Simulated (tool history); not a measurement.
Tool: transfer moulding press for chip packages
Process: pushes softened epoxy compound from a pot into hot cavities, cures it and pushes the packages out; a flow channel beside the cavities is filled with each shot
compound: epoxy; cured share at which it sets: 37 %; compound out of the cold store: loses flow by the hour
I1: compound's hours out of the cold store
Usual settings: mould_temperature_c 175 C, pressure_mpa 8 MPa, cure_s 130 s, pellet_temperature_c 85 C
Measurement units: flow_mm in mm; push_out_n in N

run 1 hour=0 | mould_temperature_c=175 pressure_mpa=8 cure_s=130 pellet_temperature_c=85 | I1=42.2 | flow_mm=655 push_out_n=434
-- hour=30.3 plunger's sealing rings changed
-- hour=75.5 cavities cleaned with cleaning compound and waxed
run 2 hour=75.5 | mould_temperature_c=175 pressure_mpa=8 cure_s=130 pellet_temperature_c=85 | I1=29.6 | flow_mm=693 push_out_n=605
run 3 hour=106.9 | mould_temperature_c=175 pressure_mpa=6.98 cure_s=130 pellet_temperature_c=85 | I1=22.1 | flow_mm=671 push_out_n=615
run 4 hour=170.9 | mould_temperature_c=175 pressure_mpa=6.98 cure_s=130 pellet_temperature_c=85 | I1=25.4 | flow_mm=658 push_out_n=550
run 5 hour=216.1 | mould_temperature_c=175 pressure_mpa=7.58 cure_s=130 pellet_temperature_c=85 | I1=47.4 | flow_mm=645 push_out_n=536
-- hour=250.3 cavities cleaned with cleaning compound and waxed
run 6 hour=261.7 | mould_temperature_c=175 pressure_mpa=7.58 cure_s=130 pellet_temperature_c=85 | I1=28.6 | flow_mm=680 push_out_n=320
run 7 hour=294.4 | mould_temperature_c=175 pressure_mpa=7.58 cure_s=130 pellet_temperature_c=85 | I1=10.3 | flow_mm=714 push_out_n=382
run 8 hour=337.2 | mould_temperature_c=175 pressure_mpa=7.58 cure_s=130 pellet_temperature_c=85 | I1=32 | flow_mm=669 push_out_n=412
run 9 hour=379.8 | mould_temperature_c=175 pressure_mpa=8 cure_s=130 pellet_temperature_c=85 | I1=31 | flow_mm=685 push_out_n=468
-- hour=424.2 mould's thermocouples calibrated
-- hour=425.7 cavities cleaned with cleaning compound and waxed
run 10 hour=433.2 | mould_temperature_c=175 pressure_mpa=7.05 cure_s=130 pellet_temperature_c=85 | I1=8.1 | flow_mm=674 push_out_n=302
-- hour=476 cavities cleaned with cleaning compound and waxed, once more
run 11 hour=505.3 | mould_temperature_c=175 pressure_mpa=6.07 cure_s=130 pellet_temperature_c=85 | I1=18.2 | flow_mm=609 push_out_n=337
run 12 hour=551.9 | mould_temperature_c=175 pressure_mpa=6.07 cure_s=130 pellet_temperature_c=85 | I1=33.8 | flow_mm=576 push_out_n=385
run 13 hour=622.2 | mould_temperature_c=175 pressure_mpa=6.07 cure_s=130 pellet_temperature_c=85 | I1=28.9 | flow_mm=592 push_out_n=458
-- hour=649.5 cavities cleaned with cleaning compound and waxed
run 14 hour=661.1 | mould_temperature_c=175 pressure_mpa=6.07 cure_s=130 pellet_temperature_c=85 | I1=42.3 | flow_mm=574 push_out_n=298
-- hour=679.1 plunger's sealing rings changed
run 15 hour=715.8 | mould_temperature_c=175 pressure_mpa=6.07 cure_s=130 pellet_temperature_c=85 | I1=19.7 | flow_mm=618 push_out_n=381
run 16 hour=757.7 | mould_temperature_c=175 pressure_mpa=6.07 cure_s=130 pellet_temperature_c=85 | I1=35 | flow_mm=589 push_out_n=407
run 17 hour=798.5 | mould_temperature_c=179 pressure_mpa=8.38 cure_s=130 pellet_temperature_c=92 | I1=12.7 | flow_mm=724 push_out_n=419
-- hour=827.8 cavities cleaned with cleaning compound and waxed
run 18 hour=870.8 | mould_temperature_c=175 pressure_mpa=8.38 cure_s=139 pellet_temperature_c=92 | I1=42.7 | flow_mm=675 push_out_n=330
run 19 hour=936.9 | mould_temperature_c=175 pressure_mpa=8.38 cure_s=139 pellet_temperature_c=92 | I1=42.7 | flow_mm=677 push_out_n=397
run 20 hour=989.9 | mould_temperature_c=168 pressure_mpa=8.23 cure_s=130 pellet_temperature_c=92 | I1=15 | flow_mm=755 push_out_n=680
-- hour=1001.2 cavities cleaned with cleaning compound and waxed
run 21 hour=1055.4 | mould_temperature_c=168 pressure_mpa=8.23 cure_s=130 pellet_temperature_c=92 | I1=18.1 | flow_mm=747 push_out_n=574
run 22 hour=1113.4 | mould_temperature_c=168 pressure_mpa=8.23 cure_s=129 pellet_temperature_c=93 | I1=12 | flow_mm=758 push_out_n=668
run 23 hour=1166.8 | mould_temperature_c=168 pressure_mpa=8.23 cure_s=129 pellet_temperature_c=93 | I1=21.8 | flow_mm=740 push_out_n=718
-- hour=1171.8 cavities cleaned with cleaning compound and waxed
run 24 hour=1228.5 | mould_temperature_c=168 pressure_mpa=8.23 cure_s=129 pellet_temperature_c=93 | I1=27.4 | flow_mm=723 push_out_n=585
run 25 hour=1265.8 | mould_temperature_c=168 pressure_mpa=8.23 cure_s=111 pellet_temperature_c=85 | I1=13.4 | flow_mm=748 push_out_n=913
-- hour=1320.9 plunger's sealing rings changed
run 26 hour=1320.9 | mould_temperature_c=168 pressure_mpa=8.23 cure_s=111 pellet_temperature_c=85 | I1=41.9 | flow_mm=716 push_out_n=926
-- hour=1344.9 cavities cleaned with cleaning compound and waxed
run 27 hour=1386.3 | mould_temperature_c=175 pressure_mpa=6.15 cure_s=138 pellet_temperature_c=85 | I1=44.8 | flow_mm=588 push_out_n=338
run 28 hour=1432.2 | mould_temperature_c=175 pressure_mpa=6.15 cure_s=138 pellet_temperature_c=85 | I1=43.4 | flow_mm=584 push_out_n=397
run 29 hour=1503.4 | mould_temperature_c=181 pressure_mpa=7.86 cure_s=110 pellet_temperature_c=83 | I1=46.8 | flow_mm=637 push_out_n=435

What if the next run were any one of these 3? Each begins from the tool's condition after run 29:
-- hour=1518.8 cavities cleaned with cleaning compound and waxed
run A hour=1555.6 | mould_temperature_c=178 pressure_mpa=8 cure_s=151 pellet_temperature_c=93 | I1=19.3 | flow_mm=? push_out_n=?
-- hour=1518.8 cavities cleaned with cleaning compound and waxed
run B hour=1555.6 | mould_temperature_c=181 pressure_mpa=7.86 cure_s=144 pellet_temperature_c=83 | I1=34.2 | flow_mm=? push_out_n=?
-- hour=1518.8 cavities cleaned with cleaning compound and waxed
run C hour=1555.6 | mould_temperature_c=182 pressure_mpa=9.5 cure_s=110 pellet_temperature_c=80 | I1=39.6 | flow_mm=? push_out_n=?

run=A flow_mm=695 push_out_n=308
run=B flow_mm=650 push_out_n=310
run=C flow_mm=700 push_out_n=324
What these runs would have given with no unlogged condition in the tool:
run=A flow_mm=701 push_out_n=248
run=B flow_mm=656 push_out_n=250
run=C flow_mm=707 push_out_n=258

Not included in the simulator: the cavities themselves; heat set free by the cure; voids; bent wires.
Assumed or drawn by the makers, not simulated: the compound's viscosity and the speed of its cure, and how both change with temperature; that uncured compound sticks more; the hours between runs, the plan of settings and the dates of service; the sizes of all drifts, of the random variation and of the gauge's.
